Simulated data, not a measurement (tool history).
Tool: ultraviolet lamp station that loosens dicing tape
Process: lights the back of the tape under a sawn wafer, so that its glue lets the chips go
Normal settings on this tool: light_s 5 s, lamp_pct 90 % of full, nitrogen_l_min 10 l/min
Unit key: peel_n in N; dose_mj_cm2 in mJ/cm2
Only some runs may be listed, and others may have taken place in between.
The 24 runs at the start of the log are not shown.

run,hour,light_s,lamp_pct,nitrogen_l_min,peel_n,dose_mj_cm2
25,192.0,8,90,6,0.269,627
26,200.9,5,90,5,0.628,388
27,208.3,5,90,5,0.650,394
28,216.6,5,84,6,0.675,368
29,222.8,5,89,6,0.616,386
30,235.7,7,81,16,0.298,484
31,247.6,7,81,16,0.305,481
32,255.2,3,94,8,1.137,232
33,267.0,3,94,8,1.161,237
34,276.4,2,94,18,1.539,158
35,282.1,3,69,5,1.832,171
36,289.9,5,90,4,0.768,377
37,297.7,5,97,11,0.430,402
38,303.0,10,97,11,0.190,794
39,315.3,10,97,11,0.196,787
40,325.8,10,97,11,0.179,785
41,338.3,6,83,11,0.455,401
42,350.5,5,90,7,0.623,361
# hour 359.6: window cleaned of glue's vapour
43,362.0,5,90,6,0.557,399
44,372.9,4,90,4,0.931,310
45,381.6,4,90,4,0.947,312

What if the next run were any one of these 3? Each begins from the tool's condition after run 45:
A,388.1,4,75,7,?,?
B,388.1,5,79,6,?,?
C,388.1,8,82,10,?,?

run,peel_n,dose_mj_cm2
A,1.026,264
B,0.700,339
C,0.268,573
Without the tool's hidden state the same runs would have given:
run,peel_n,dose_mj_cm2
A,0.737,329
B,0.483,424
C,0.212,715

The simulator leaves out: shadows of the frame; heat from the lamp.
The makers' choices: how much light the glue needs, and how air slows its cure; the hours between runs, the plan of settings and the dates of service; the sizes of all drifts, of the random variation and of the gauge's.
